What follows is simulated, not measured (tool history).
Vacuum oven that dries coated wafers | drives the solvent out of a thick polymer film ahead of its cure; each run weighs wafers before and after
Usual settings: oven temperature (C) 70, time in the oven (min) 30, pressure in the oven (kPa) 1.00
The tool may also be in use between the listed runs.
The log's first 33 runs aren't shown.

run	hour	oven temperature (C)	time in the oven (min)	pressure in the oven (kPa)	solvent left in the film (%)
34	291.5	57	32	0.57	8.13
35	296.8	57	50	1.47	6.18
36	308.5	81	50	1.71	0.45
37	319.7	80	50	0.92	0.24
38	330.9	65	32	1.00	4.88
39	336.5	65	32	1.00	4.76
40	348.6	65	32	1.00	4.86
41	358.3	75	54	2.51	1.04
42	367.5	75	54	2.51	0.91
43	372.9	75	54	2.51	1.03
44	379.3	75	54	1.05	0.50
45	388.8	56	21	0.56	10.32

3 ways to go on from here, each from the tool as it stands after run 45. What would each give?
A	396.7	84	16	0.82	?
B	396.7	70	48	1.31	?
C	396.7	56	27	3.81	?

run	solvent left in the film (%)
A	1.63
B	1.54
C	10.74
Without the tool's hidden state the same runs would have given:
run	solvent left in the film (%)
A	1.61
B	1.52
C	10.70
